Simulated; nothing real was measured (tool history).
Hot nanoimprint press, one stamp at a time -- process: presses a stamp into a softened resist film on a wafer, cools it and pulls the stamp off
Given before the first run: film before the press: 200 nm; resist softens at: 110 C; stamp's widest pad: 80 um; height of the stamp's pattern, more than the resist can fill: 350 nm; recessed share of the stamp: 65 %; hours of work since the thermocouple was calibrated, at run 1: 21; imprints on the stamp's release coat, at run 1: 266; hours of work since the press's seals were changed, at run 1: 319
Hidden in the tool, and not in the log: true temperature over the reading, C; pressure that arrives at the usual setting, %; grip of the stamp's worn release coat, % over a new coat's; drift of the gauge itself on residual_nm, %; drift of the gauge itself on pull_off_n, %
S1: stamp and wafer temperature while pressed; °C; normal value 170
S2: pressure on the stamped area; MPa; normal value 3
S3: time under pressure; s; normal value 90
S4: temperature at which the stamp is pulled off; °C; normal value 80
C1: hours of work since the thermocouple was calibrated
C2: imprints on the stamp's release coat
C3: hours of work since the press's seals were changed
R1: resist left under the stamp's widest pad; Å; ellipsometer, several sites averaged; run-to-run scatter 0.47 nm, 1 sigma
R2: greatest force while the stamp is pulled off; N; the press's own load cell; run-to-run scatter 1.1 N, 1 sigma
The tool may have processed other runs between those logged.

Run 1, day 0: usual settings; C1 21; C2 266; C3 319. Result: R1 867 Å, R2 140 N.
Run 2, day 0.362: usual settings but S3 84 s; C1 27; C2 295; C3 325. Result: R1 888 Å, R2 140 N.
Run 3, day 0.75: usual settings; C1 33; C2 326; C3 332. Result: R1 869 Å, R2 142 N.
Run 4, day 1.288: usual settings; C1 43; C2 369; C3 341. Result: R1 869 Å, R2 142 N.
Run 5, day 1.879: usual settings; C1 53; C2 416; C3 352. Result: R1 868 Å, R2 145 N.
Run 6, day 2.612: usual settings but S4 66 °C; C1 66; C2 474; C3 364. Result: R1 875 Å, R2 185 N.
Run 7, day 3.088: usual settings but S4 66 °C; C1 74; C2 512; C3 372. Result: R1 871 Å, R2 188 N.
Run 8, day 3.754: usual settings but S4 66 °C; C1 85; C2 565; C3 384. Result: R1 880 Å, R2 188 N.
Run 9, day 4.129: usual settings but S4 66 °C; C1 92; C2 595; C3 390. Result: R1 874 Å, R2 191 N.
At day 4.483: stamp cleaned and given a new release coat.
Run 10, day 5.083: usual settings but S4 66 °C; C1 104; C2 47; C3 402. Result: R1 877 Å, R2 170 N.
Run 11, day 5.662: usual settings but S4 79 °C; C1 114; C2 94; C3 412. Result: R1 884 Å, R2 139 N.
Run 12, day 6.338: usual settings but S4 79 °C; C1 125; C2 147; C3 424. Result: R1 887 Å, R2 139 N.
Run 13, day 7.079: usual settings but S1 166 °C; C1 138; C2 207; C3 437. Result: R1 1036 Å, R2 139 N.
Run 14, day 7.796: usual settings; C1 150; C2 264; C3 449. Result: R1 897 Å, R2 139 N.
At day 7.975: plate thermocouple calibrated.
Run 15, day 8.658: usual settings; C1 12; C2 323; C3 462. Result: R1 910 Å, R2 144 N.
Run 16, day 9.104: usual settings; C1 19; C2 358; C3 469. Result: R1 918 Å, R2 146 N.
Run 17, day 9.833: usual settings but S3 147 s; C1 32; C2 417; C3 482. Result: R1 778 Å, R2 146 N.
Run 18, day 10.242: usual settings but S3 69 s, S4 81 °C; C1 39; C2 449; C3 489. Result: R1 998 Å, R2 144 N.
Run 19, day 10.679: usual settings but S2 2.5 MPa, S3 69 s, S4 81 °C; C1 47; C2 484; C3 496. Result: R1 1091 Å, R2 146 N.
At day 11.217: plate thermocouple calibrated, once more.
Run 20, day 11.362: usual settings but S1 162 °C, S2 1.9 MPa, S3 95 s, S4 73 °C; C1 3; C2 528; C3 506. Result: R1 1437 Å, R2 167 N.
Run 21, day 12.179: usual settings but S1 162 °C, S2 1.9 MPa, S3 95 s, S4 73 °C; C1 17; C2 594; C3 520. Result: R1 1444 Å, R2 173 N.
At day 12.592: stamp cleaned and given a new release coat.
Run 22, day 12.804: usual settings but S1 162 °C, S2 2.74 MPa, S3 113 s, S4 69 °C; C1 23; C2 17; C3 527. Result: R1 1187 Å, R2 162 N.
Run 23, day 13.604: usual settings but S1 179 °C, S2 4.27 MPa, S3 152 s, S4 67 °C; C1 37; C2 80; C3 540. Result: R1 417 Å, R2 170 N.
Run 24, day 14.162: usual settings but S1 179 °C, S2 4.27 MPa, S3 152 s, S4 67 °C; C1 46; C2 125; C3 550. Result: R1 415 Å, R2 168 N.
Run 25, day 14.762: usual settings but S1 176 °C, S2 3.56 MPa, S3 91 s; C1 57; C2 173; C3 560. Result: R1 636 Å, R2 137 N.
Run 26, day 15.112: usual settings but S1 176 °C, S4 85 °C; C1 63; C2 201; C3 566. Result: R1 699 Å, R2 126 N.
Run 27, day 15.571: usual settings but S1 176 °C, S4 85 °C; C1 71; C2 238; C3 574. Result: R1 697 Å, R2 125 N.
Run 28, day 16.4: usual settings but S1 159 °C, S2 2.3 MPa, S4 85 °C; C1 85; C2 304; C3 589. Result: R1 1518 Å, R2 127 N.
Run 29, day 17.008: usual settings but S1 177 °C, S3 82 s; C1 95; C2 352; C3 599. Result: R1 705 Å, R2 144 N.
Run 30, day 17.575: usual settings but S1 177 °C, S3 82 s; C1 105; C2 397; C3 609. Result: R1 696 Å, R2 147 N.
Run 31, day 18.4: usual settings but S1 177 °C, S3 82 s; C1 119; C2 463; C3 623. Result: R1 701 Å, R2 147 N.

3 ways to go on from here, each from the tool as it stands after run 31. What would each give?
Run A, day 19.038: usual settings but S1 160 °C, S3 82 s; C1 130; C2 514; C3 634. Result: R1 ?, R2 ?.
Run B, day 19.038: usual settings but S1 174 °C, S2 4.55 MPa; C1 130; C2 514; C3 634. Result: R1 ?, R2 ?.
Run C, day 19.038: usual settings but S1 171 °C, S2 2.66 MPa, S3 53 s; C1 130; C2 514; C3 634. Result: R1 ?, R2 ?.

run    R1   R2
  A  1379  147
  B   615  149
  C  1098  151
Without the tool's hidden state the same runs would have given:
run    R1   R2
  A  1316  129
  B   572  131
  C  1044  133
